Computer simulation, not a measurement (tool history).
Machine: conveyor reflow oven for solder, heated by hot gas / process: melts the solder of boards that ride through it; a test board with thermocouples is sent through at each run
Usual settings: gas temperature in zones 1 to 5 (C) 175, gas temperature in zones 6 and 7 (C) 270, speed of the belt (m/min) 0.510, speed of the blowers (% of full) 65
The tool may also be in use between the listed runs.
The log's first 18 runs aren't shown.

run   hour  gas temperature in zones 1 to 5 (C)  gas temperature in zones 6 and 7 (C)  speed of the belt (m/min)  speed of the blowers (% of full)  highest temperature of the board (C)  time above the solder's melting point (s)
 19  407.7                                  185                                   271                      0.525                                87                                258.26                                      58.60
 20  429.1                                  185                                   262                      0.525                                75                                248.74                                      52.58
 21  446.2                                  185                                   262                      0.525                                75                                248.55                                      52.59
 22  471.5                                  167                                   270                      0.510                                65                                250.44                                      48.54
 23  498.7                                  176                                   276                      0.510                                65                                257.26                                      56.01
     503.7  -- thermocouples of zones 6 and 7 changed
 24  523.9                                  186                                   280                      0.550                                71                                259.16                                      56.21
 25  553.9                                  186                                   280                      0.550                                71                                259.02                                      55.93
 26  585.1                                  186                                   280                      0.550                                71                                258.86                                      55.98
 27  598.6                                  172                                   269                      0.510                                65                                248.44                                      48.60

What will run 28 give?
 28  628.8                                  172                                   269                      0.510                                65                                     ?                                          ?

highest temperature of the board (C): 248.23
time above the solder's melting point (s): 48.37
On a tool with no hidden condition, and with the same random variation, this run would have come out at highest temperature of the board (C) 249.33, time above the solder's melting point (s) 49.05.

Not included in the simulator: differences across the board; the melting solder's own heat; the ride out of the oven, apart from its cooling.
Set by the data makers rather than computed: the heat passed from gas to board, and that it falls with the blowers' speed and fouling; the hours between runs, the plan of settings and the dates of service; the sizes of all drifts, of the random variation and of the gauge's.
